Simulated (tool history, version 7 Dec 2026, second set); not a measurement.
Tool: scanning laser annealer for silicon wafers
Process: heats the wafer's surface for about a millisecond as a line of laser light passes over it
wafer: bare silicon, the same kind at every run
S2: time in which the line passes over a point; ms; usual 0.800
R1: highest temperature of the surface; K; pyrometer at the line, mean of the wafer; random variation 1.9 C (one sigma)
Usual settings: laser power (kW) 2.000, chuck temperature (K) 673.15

{"run": 1, "hour": 0.0, "laser power (kW)": 2.0, "S2": 0.8, "chuck temperature (K)": 673.15, "R1": 1465.15}
{"run": 2, "hour": 75.1, "laser power (kW)": 2.0, "S2": 0.8, "chuck temperature (K)": 673.15, "R1": 1462.15}
{"run": 3, "hour": 134.8, "laser power (kW)": 1.897, "S2": 0.8, "chuck temperature (K)": 673.15, "R1": 1417.15}
{"run": 4, "hour": 197.6, "laser power (kW)": 1.897, "S2": 0.8, "chuck temperature (K)": 673.15, "R1": 1417.15}
{"run": 5, "hour": 267.4, "laser power (kW)": 2.0, "S2": 0.8, "chuck temperature (K)": 673.15, "R1": 1464.15}
{"run": 6, "hour": 338.0, "laser power (kW)": 2.0, "S2": 0.8, "chuck temperature (K)": 673.15, "R1": 1466.15}
{"run": 7, "hour": 372.4, "laser power (kW)": 2.0, "S2": 0.8, "chuck temperature (K)": 673.15, "R1": 1468.15}
{"run": 8, "hour": 430.4, "laser power (kW)": 2.0, "S2": 0.8, "chuck temperature (K)": 673.15, "R1": 1463.15}
{"run": 9, "hour": 484.2, "laser power (kW)": 2.0, "S2": 0.8, "chuck temperature (K)": 673.15, "R1": 1466.15}
{"run": 10, "hour": 536.9, "laser power (kW)": 2.0, "S2": 0.8, "chuck temperature (K)": 673.15, "R1": 1465.15}
{"run": 11, "hour": 616.9, "laser power (kW)": 2.0, "S2": 0.8, "chuck temperature (K)": 673.15, "R1": 1461.15}
{"run": 12, "hour": 677.2, "laser power (kW)": 2.026, "S2": 0.8, "chuck temperature (K)": 673.15, "R1": 1480.15}
{"run": 13, "hour": 755.4, "laser power (kW)": 2.026, "S2": 0.8, "chuck temperature (K)": 673.15, "R1": 1480.15}
{"hour": 823.7, "done": "window over the wafer cleaned"}
{"run": 14, "hour": 835.2, "laser power (kW)": 2.026, "S2": 0.8, "chuck temperature (K)": 673.15, "R1": 1476.15}
{"run": 15, "hour": 888.2, "laser power (kW)": 2.06, "S2": 0.8, "chuck temperature (K)": 673.15, "R1": 1497.15}
{"run": 16, "hour": 964.2, "laser power (kW)": 2.06, "S2": 0.8, "chuck temperature (K)": 673.15, "R1": 1495.15}
{"run": 17, "hour": 1003.0, "laser power (kW)": 2.0, "S2": 0.819, "chuck temperature (K)": 667.15, "R1": 1471.15}
{"run": 18, "hour": 1082.4, "laser power (kW)": 2.0, "S2": 0.819, "chuck temperature (K)": 667.15, "R1": 1470.15}
{"run": 19, "hour": 1141.6, "laser power (kW)": 1.905, "S2": 0.8, "chuck temperature (K)": 687.15, "R1": 1439.15}
{"run": 20, "hour": 1193.1, "laser power (kW)": 2.0, "S2": 0.787, "chuck temperature (K)": 698.15, "R1": 1483.15}
{"run": 21, "hour": 1239.5, "laser power (kW)": 1.962, "S2": 0.977, "chuck temperature (K)": 673.15, "R1": 1545.15}
{"run": 22, "hour": 1290.6, "laser power (kW)": 1.962, "S2": 0.977, "chuck temperature (K)": 673.15, "R1": 1543.15}
{"run": 23, "hour": 1348.1, "laser power (kW)": 1.809, "S2": 0.704, "chuck temperature (K)": 673.15, "R1": 1326.15}
{"run": 24, "hour": 1427.5, "laser power (kW)": 2.175, "S2": 0.581, "chuck temperature (K)": 673.15, "R1": 1398.15}
{"run": 25, "hour": 1463.9, "laser power (kW)": 2.175, "S2": 0.581, "chuck temperature (K)": 673.15, "R1": 1399.15}

The next listed run, before its measurement:
{"run": 26, "hour": 1504.6, "laser power (kW)": 1.782, "S2": 0.799, "chuck temperature (K)": 683.15, "R1": "?"}

Run 26 gave R1 1374.15 K.
Without the tool's hidden state the same run would have given R1 1374.15 K.

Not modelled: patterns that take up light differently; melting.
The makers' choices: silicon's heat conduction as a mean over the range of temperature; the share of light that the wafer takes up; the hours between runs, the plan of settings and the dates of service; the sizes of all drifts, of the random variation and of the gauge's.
